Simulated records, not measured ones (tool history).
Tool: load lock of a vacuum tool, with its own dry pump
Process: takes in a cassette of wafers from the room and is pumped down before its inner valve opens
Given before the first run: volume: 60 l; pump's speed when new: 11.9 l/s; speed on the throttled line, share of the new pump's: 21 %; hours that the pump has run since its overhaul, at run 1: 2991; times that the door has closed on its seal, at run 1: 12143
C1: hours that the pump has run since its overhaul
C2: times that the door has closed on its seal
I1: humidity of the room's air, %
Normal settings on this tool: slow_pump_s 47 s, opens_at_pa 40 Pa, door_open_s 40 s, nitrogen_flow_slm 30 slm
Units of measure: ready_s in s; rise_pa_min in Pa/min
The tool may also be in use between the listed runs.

{"run": 1, "day": 0.0, "slow_pump_s": 47, "opens_at_pa": 40, "door_open_s": 40, "nitrogen_flow_slm": 30, "C1": 2991, "C2": 12143, "I1": 47.1, "ready_s": 77.6, "rise_pa_min": 0.038}
{"run": 2, "day": 5.629, "slow_pump_s": 47, "opens_at_pa": 40, "door_open_s": 40, "nitrogen_flow_slm": 30, "C1": 3127, "C2": 12459, "I1": 47.7, "ready_s": 77.5, "rise_pa_min": 0.044}
{"run": 3, "day": 11.829, "slow_pump_s": 47, "opens_at_pa": 40, "door_open_s": 40, "nitrogen_flow_slm": 30, "C1": 3275, "C2": 12807, "I1": 43.1, "ready_s": 78.0, "rise_pa_min": 0.038}
{"run": 4, "day": 24.908, "slow_pump_s": 47, "opens_at_pa": 40, "door_open_s": 40, "nitrogen_flow_slm": 30, "C1": 3589, "C2": 13541, "I1": 45.9, "ready_s": 77.0, "rise_pa_min": 0.034}
{"run": 5, "day": 37.242, "slow_pump_s": 47, "opens_at_pa": 40, "door_open_s": 40, "nitrogen_flow_slm": 5, "C1": 3885, "C2": 14234, "I1": 42.5, "ready_s": 78.5, "rise_pa_min": 0.05}
{"run": 6, "day": 48.812, "slow_pump_s": 47, "opens_at_pa": 40, "door_open_s": 40, "nitrogen_flow_slm": 5, "C1": 4163, "C2": 14883, "I1": 43.2, "ready_s": 77.9, "rise_pa_min": 0.06}
{"run": 7, "day": 61.783, "slow_pump_s": 47, "opens_at_pa": 40, "door_open_s": 40, "nitrogen_flow_slm": 5, "C1": 4474, "C2": 15611, "I1": 44.4, "ready_s": 77.5, "rise_pa_min": 0.055}
{"run": 8, "day": 73.871, "slow_pump_s": 47, "opens_at_pa": 40, "door_open_s": 40, "nitrogen_flow_slm": 30, "C1": 4764, "C2": 16290, "I1": 46.8, "ready_s": 78.7, "rise_pa_min": 0.044}
{"run": 9, "day": 87.096, "slow_pump_s": 47, "opens_at_pa": 40, "door_open_s": 40, "nitrogen_flow_slm": 30, "C1": 5082, "C2": 17032, "I1": 43.8, "ready_s": 78.4, "rise_pa_min": 0.042}
{"run": 10, "day": 98.546, "slow_pump_s": 25, "opens_at_pa": 40, "door_open_s": 40, "nitrogen_flow_slm": 30, "C1": 5357, "C2": 17675, "I1": 43.8, "ready_s": 61.4, "rise_pa_min": 0.05}
{"run": 11, "day": 107.604, "slow_pump_s": 72, "opens_at_pa": 40, "door_open_s": 40, "nitrogen_flow_slm": 30, "C1": 5574, "C2": 18183, "I1": 43.4, "ready_s": 97.6, "rise_pa_min": 0.047}
{"run": 12, "day": 115.483, "slow_pump_s": 47, "opens_at_pa": 35, "door_open_s": 40, "nitrogen_flow_slm": 30, "C1": 5763, "C2": 18626, "I1": 47.2, "ready_s": 80.0, "rise_pa_min": 0.05}
{"run": 13, "day": 125.475, "slow_pump_s": 47, "opens_at_pa": 35, "door_open_s": 40, "nitrogen_flow_slm": 30, "C1": 6003, "C2": 19186, "I1": 46.5, "ready_s": 79.4, "rise_pa_min": 0.053}
{"run": 14, "day": 135.192, "slow_pump_s": 33, "opens_at_pa": 40, "door_open_s": 40, "nitrogen_flow_slm": 30, "C1": 6236, "C2": 19732, "I1": 42.6, "ready_s": 66.9, "rise_pa_min": 0.054}
{"run": 15, "day": 143.571, "slow_pump_s": 33, "opens_at_pa": 40, "door_open_s": 40, "nitrogen_flow_slm": 30, "C1": 6437, "C2": 20202, "I1": 41.2, "ready_s": 67.6, "rise_pa_min": 0.049}
{"run": 16, "day": 152.808, "slow_pump_s": 47, "opens_at_pa": 40, "door_open_s": 40, "nitrogen_flow_slm": 30, "C1": 6659, "C2": 20721, "I1": 41.8, "ready_s": 78.8, "rise_pa_min": 0.05}
{"run": 17, "day": 166.304, "slow_pump_s": 47, "opens_at_pa": 30, "door_open_s": 41, "nitrogen_flow_slm": 30, "C1": 6983, "C2": 21478, "I1": 46.0, "ready_s": 80.6, "rise_pa_min": 0.063}

Run 18, settings as shown, results not yet in. Your forecast:
{"run": 18, "day": 179.788, "slow_pump_s": 47, "opens_at_pa": 30, "door_open_s": 41, "nitrogen_flow_slm": 30, "C1": 7306, "C2": 22235, "I1": 46.3, "ready_s": "?", "rise_pa_min": "?"}

{"run 18": {"ready_s": 80.4, "rise_pa_min": 0.058}}
Without the tool's hidden state the same run would have given ready_s 78.3 s, rise_pa_min 0.020 Pa/min.

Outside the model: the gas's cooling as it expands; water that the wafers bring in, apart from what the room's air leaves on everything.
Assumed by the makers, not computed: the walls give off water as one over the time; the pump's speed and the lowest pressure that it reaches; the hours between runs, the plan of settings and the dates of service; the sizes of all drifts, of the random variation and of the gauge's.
